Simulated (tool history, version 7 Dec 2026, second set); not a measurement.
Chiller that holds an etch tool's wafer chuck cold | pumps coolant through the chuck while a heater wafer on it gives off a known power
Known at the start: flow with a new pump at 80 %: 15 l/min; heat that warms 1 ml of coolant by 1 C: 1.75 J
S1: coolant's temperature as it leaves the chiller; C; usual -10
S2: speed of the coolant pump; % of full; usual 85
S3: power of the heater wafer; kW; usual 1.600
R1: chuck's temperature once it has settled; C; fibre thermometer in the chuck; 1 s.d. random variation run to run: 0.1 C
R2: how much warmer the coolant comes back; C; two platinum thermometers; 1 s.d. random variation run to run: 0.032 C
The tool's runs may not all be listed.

run	hour	S1	S2	S3	R1	R2
1	0.0	-10	85	1.600	4.2	3.58
# hour 20.6: chiller's thermometer calibrated
2	64.4	-10	81	1.600	4.6	3.79
3	123.6	-10	81	1.600	4.4	3.81
4	163.8	-10	81	1.600	4.7	3.87
5	227.0	-10	81	1.600	4.7	3.83
6	260.2	-10	81	1.600	4.6	3.87
7	317.4	-10	81	1.600	4.7	3.81
8	389.4	-10	85	1.600	4.2	3.60
9	429.5	-10	78	1.600	5.0	4.01
10	478.0	-5	64	2.180	18.5	6.82
11	522.5	-5	64	2.180	18.7	6.88
12	567.9	-5	64	2.180	18.7	6.84
13	640.6	-8	85	2.094	10.7	4.82
14	682.2	-14	92	1.039	-5.1	2.17
15	722.1	-15	76	0.944	-5.8	2.47

Forecast each of these 5 alternatives for the next run:
A	786.6	-10	90	1.600	?	?
B	786.6	-18	67	0.811	?	?
C	786.6	-15	69	1.823	?	?
D	786.6	-9	76	0.944	?	?
E	786.6	-16	85	0.967	?	?

run	R1	R2
A	3.9	3.38
B	-9.3	2.41
C	3.9	5.32
D	0.2	2.46
E	-7.2	2.25
With no hidden state in the tool, these same runs would have given:
run	R1	R2
A	2.7	3.15
B	-10.0	2.25
C	2.4	4.96
D	-0.6	2.29
E	-8.0	2.10

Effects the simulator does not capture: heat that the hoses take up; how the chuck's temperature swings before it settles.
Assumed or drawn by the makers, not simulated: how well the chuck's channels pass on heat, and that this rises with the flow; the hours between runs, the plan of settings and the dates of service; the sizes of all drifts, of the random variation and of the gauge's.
